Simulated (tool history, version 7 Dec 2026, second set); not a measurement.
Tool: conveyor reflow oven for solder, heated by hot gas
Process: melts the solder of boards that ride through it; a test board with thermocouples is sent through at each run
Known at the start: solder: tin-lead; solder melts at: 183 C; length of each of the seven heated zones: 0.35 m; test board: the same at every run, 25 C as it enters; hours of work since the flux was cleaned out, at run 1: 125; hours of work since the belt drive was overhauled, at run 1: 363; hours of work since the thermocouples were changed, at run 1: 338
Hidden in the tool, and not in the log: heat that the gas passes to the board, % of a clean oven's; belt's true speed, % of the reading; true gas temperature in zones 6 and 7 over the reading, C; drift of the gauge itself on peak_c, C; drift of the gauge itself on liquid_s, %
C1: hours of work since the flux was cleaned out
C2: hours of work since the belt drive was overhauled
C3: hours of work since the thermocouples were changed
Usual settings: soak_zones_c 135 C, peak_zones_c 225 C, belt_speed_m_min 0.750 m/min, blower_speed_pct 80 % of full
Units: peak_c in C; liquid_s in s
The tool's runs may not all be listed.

run 1 hour=0.0 | soak_zones_c=135 peak_zones_c=225 belt_speed_m_min=0.750 blower_speed_pct=80 | C1=125 C2=363 C3=338 | peak_c=210.02 liquid_s=37.0
run 2 hour=17.9 | soak_zones_c=135 peak_zones_c=225 belt_speed_m_min=0.750 blower_speed_pct=80 | C1=134 C2=373 C3=348 | peak_c=210.04 liquid_s=36.9
run 3 hour=51.7 | soak_zones_c=135 peak_zones_c=225 belt_speed_m_min=0.750 blower_speed_pct=80 | C1=151 C2=390 C3=365 | peak_c=209.93 liquid_s=36.9
run 4 hour=76.5 | soak_zones_c=135 peak_zones_c=225 belt_speed_m_min=0.750 blower_speed_pct=80 | C1=164 C2=402 C3=377 | peak_c=209.79 liquid_s=36.9
run 5 hour=94.6 | soak_zones_c=135 peak_zones_c=225 belt_speed_m_min=0.750 blower_speed_pct=80 | C1=173 C2=412 C3=387 | peak_c=209.92 liquid_s=36.7
run 6 hour=120.9 | soak_zones_c=127 peak_zones_c=225 belt_speed_m_min=0.750 blower_speed_pct=80 | C1=187 C2=425 C3=400 | peak_c=208.38 liquid_s=33.9
run 7 hour=146.1 | soak_zones_c=127 peak_zones_c=225 belt_speed_m_min=0.750 blower_speed_pct=80 | C1=199 C2=438 C3=413 | peak_c=208.31 liquid_s=34.0
run 8 hour=168.1 | soak_zones_c=135 peak_zones_c=225 belt_speed_m_min=0.617 blower_speed_pct=80 | C1=211 C2=449 C3=424 | peak_c=214.96 liquid_s=50.3
run 9 hour=207.7 | soak_zones_c=135 peak_zones_c=225 belt_speed_m_min=0.750 blower_speed_pct=80 | C1=231 C2=469 C3=444 | peak_c=209.72 liquid_s=36.6
run 10 hour=240.6 | soak_zones_c=135 peak_zones_c=225 belt_speed_m_min=0.750 blower_speed_pct=80 | C1=247 C2=486 C3=461 | peak_c=209.70 liquid_s=36.6
run 11 hour=271.6 | soak_zones_c=135 peak_zones_c=225 belt_speed_m_min=0.750 blower_speed_pct=80 | C1=263 C2=502 C3=477 | peak_c=209.64 liquid_s=36.6
run 12 hour=307.6 | soak_zones_c=135 peak_zones_c=225 belt_speed_m_min=0.750 blower_speed_pct=80 | C1=282 C2=520 C3=495 | peak_c=209.60 liquid_s=36.6
run 13 hour=344.0 | soak_zones_c=135 peak_zones_c=225 belt_speed_m_min=0.750 blower_speed_pct=80 | C1=300 C2=539 C3=514 | peak_c=209.64 liquid_s=36.4
run 14 hour=361.6 | soak_zones_c=135 peak_zones_c=225 belt_speed_m_min=0.750 blower_speed_pct=80 | C1=309 C2=548 C3=523 | peak_c=209.60 liquid_s=36.5
-- hour=367.3 belt drive overhauled, speed set with a stopwatch
run 15 hour=389.2 | soak_zones_c=135 peak_zones_c=225 belt_speed_m_min=0.750 blower_speed_pct=80 | C1=321 C2=11 C3=535 | peak_c=209.64 liquid_s=36.6
run 16 hour=417.4 | soak_zones_c=135 peak_zones_c=225 belt_speed_m_min=0.750 blower_speed_pct=80 | C1=335 C2=26 C3=549 | peak_c=209.33 liquid_s=36.7
run 17 hour=438.5 | soak_zones_c=135 peak_zones_c=225 belt_speed_m_min=0.715 blower_speed_pct=80 | C1=346 C2=36 C3=560 | peak_c=210.89 liquid_s=39.8
-- hour=450.3 belt drive overhauled, speed set with a stopwatch, once more
run 18 hour=458.6 | soak_zones_c=122 peak_zones_c=224 belt_speed_m_min=0.872 blower_speed_pct=75 | C1=354 C2=4 C3=568 | peak_c=198.44 liquid_s=19.1
run 19 hour=485.0 | soak_zones_c=144 peak_zones_c=230 belt_speed_m_min=0.644 blower_speed_pct=80 | C1=368 C2=18 C3=581 | peak_c=219.16 liquid_s=52.4
run 20 hour=502.4 | soak_zones_c=123 peak_zones_c=215 belt_speed_m_min=0.865 blower_speed_pct=86 | C1=377 C2=27 C3=590 | peak_c=195.07 liquid_s=16.9
-- hour=516.5 flux residue cleaned out of gas plates and filters
run 21 hour=525.3 | soak_zones_c=135 peak_zones_c=225 belt_speed_m_min=0.750 blower_speed_pct=86 | C1=4 C2=36 C3=599 | peak_c=212.25 liquid_s=38.2
run 22 hour=543.9 | soak_zones_c=135 peak_zones_c=225 belt_speed_m_min=0.750 blower_speed_pct=86 | C1=14 C2=45 C3=609 | peak_c=212.00 liquid_s=38.4
run 23 hour=570.6 | soak_zones_c=135 peak_zones_c=232 belt_speed_m_min=0.746 blower_speed_pct=57 | C1=28 C2=59 C3=622 | peak_c=208.98 liquid_s=34.7
run 24 hour=598.7 | soak_zones_c=135 peak_zones_c=239 belt_speed_m_min=0.647 blower_speed_pct=64 | C1=42 C2=73 C3=637 | peak_c=222.62 liquid_s=51.1
run 25 hour=620.1 | soak_zones_c=140 peak_zones_c=225 belt_speed_m_min=0.750 blower_speed_pct=85 | C1=53 C2=84 C3=648 | peak_c=212.60 liquid_s=40.2
run 26 hour=659.1 | soak_zones_c=125 peak_zones_c=225 belt_speed_m_min=0.750 blower_speed_pct=85 | C1=73 C2=104 C3=668 | peak_c=210.16 liquid_s=34.8
run 27 hour=696.0 | soak_zones_c=147 peak_zones_c=232 belt_speed_m_min=0.712 blower_speed_pct=51 | C1=91 C2=123 C3=686 | peak_c=210.89 liquid_s=41.5
run 28 hour=727.7 | soak_zones_c=147 peak_zones_c=232 belt_speed_m_min=0.873 blower_speed_pct=80 | C1=108 C2=139 C3=703 | peak_c=213.84 liquid_s=35.8
run 29 hour=760.8 | soak_zones_c=144 peak_zones_c=229 belt_speed_m_min=0.750 blower_speed_pct=80 | C1=124 C2=156 C3=719 | peak_c=215.41 liquid_s=42.7

The same runs without the tool's hidden state, with the same run-to-run variation:
run=1 peak_c=209.94 liquid_s=36.8
run=2 peak_c=209.98 liquid_s=36.8
run=3 peak_c=209.92 liquid_s=36.8
run=4 peak_c=209.81 liquid_s=36.8
run=5 peak_c=209.97 liquid_s=36.7
run=6 peak_c=208.54 liquid_s=34.0
run=7 peak_c=208.50 liquid_s=34.1
run=8 peak_c=214.89 liquid_s=50.1
run=9 peak_c=209.92 liquid_s=36.7
run=10 peak_c=209.95 liquid_s=36.7
run=11 peak_c=209.94 liquid_s=36.8
run=12 peak_c=209.94 liquid_s=36.8
run=13 peak_c=210.03 liquid_s=36.7
run=14 peak_c=210.01 liquid_s=36.8
run=15 peak_c=210.01 liquid_s=36.7
run=16 peak_c=209.75 liquid_s=36.9
run=17 peak_c=211.24 liquid_s=39.9
run=18 peak_c=199.87 liquid_s=20.7
run=19 peak_c=219.66 liquid_s=53.0
run=20 peak_c=196.43 liquid_s=18.7
run=21 peak_c=211.45 liquid_s=37.8
run=22 peak_c=211.23 liquid_s=37.9
run=23 peak_c=208.31 liquid_s=34.2
run=24 peak_c=221.89 liquid_s=50.7
run=25 peak_c=211.91 liquid_s=39.9
run=26 peak_c=209.58 liquid_s=34.5
run=27 peak_c=210.27 liquid_s=41.0
run=28 peak_c=213.44 liquid_s=35.7
run=29 peak_c=214.89 liquid_s=42.4

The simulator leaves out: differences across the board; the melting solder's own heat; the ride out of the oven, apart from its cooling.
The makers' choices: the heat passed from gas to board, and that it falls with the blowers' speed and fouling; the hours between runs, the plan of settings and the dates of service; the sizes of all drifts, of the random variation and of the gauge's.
